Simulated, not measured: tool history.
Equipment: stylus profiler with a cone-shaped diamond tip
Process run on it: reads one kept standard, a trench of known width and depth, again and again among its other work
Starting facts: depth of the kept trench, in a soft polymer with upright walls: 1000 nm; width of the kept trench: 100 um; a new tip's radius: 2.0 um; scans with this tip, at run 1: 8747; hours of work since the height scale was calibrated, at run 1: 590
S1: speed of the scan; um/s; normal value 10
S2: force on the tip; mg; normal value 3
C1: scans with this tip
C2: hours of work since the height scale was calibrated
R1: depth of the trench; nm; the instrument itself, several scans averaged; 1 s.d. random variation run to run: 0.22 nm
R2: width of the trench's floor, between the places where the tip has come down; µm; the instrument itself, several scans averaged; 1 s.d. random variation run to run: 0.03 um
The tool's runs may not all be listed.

{"run": 1, "day": 0.0, "S1": 10, "S2": 3, "C1": 8747, "C2": 590, "R1": 1009.05, "R2": 94.9}
{"run": 2, "day": 2.312, "S1": 5, "S2": 3, "C1": 9350, "C2": 631, "R1": 1008.84, "R2": 94.8}
{"run": 3, "day": 5.475, "S1": 10, "S2": 3, "C1": 10176, "C2": 687, "R1": 1009.7, "R2": 94.66}
{"run": 4, "day": 7.542, "S1": 10, "S2": 3, "C1": 10714, "C2": 723, "R1": 1010.17, "R2": 94.61}
{"day": 7.767, "done": "height scale calibrated on a step standard"}
{"run": 5, "day": 9.121, "S1": 10, "S2": 3, "C1": 11121, "C2": 24, "R1": 1010.57, "R2": 94.55}
{"run": 6, "day": 11.283, "S1": 10, "S2": 3, "C1": 11685, "C2": 62, "R1": 1010.54, "R2": 94.53}
{"run": 7, "day": 14.0, "S1": 10, "S2": 3, "C1": 12394, "C2": 110, "R1": 1010.66, "R2": 94.35}
{"run": 8, "day": 15.817, "S1": 12, "S2": 4.36, "C1": 12869, "C2": 142, "R1": 1013.2, "R2": 94.34}

Estimate the outcome of run 9 from the log above:
{"run": 9, "day": 18.488, "S1": 8, "S2": 2.97, "C1": 13565, "C2": 189, "R1": "?", "R2": "?"}

{"run 9": {"R1": 1011.42, "R2": 94.21}}
Without the tool's hidden state the same run would have given R1 1007.96 nm, R2 96.5 µm.
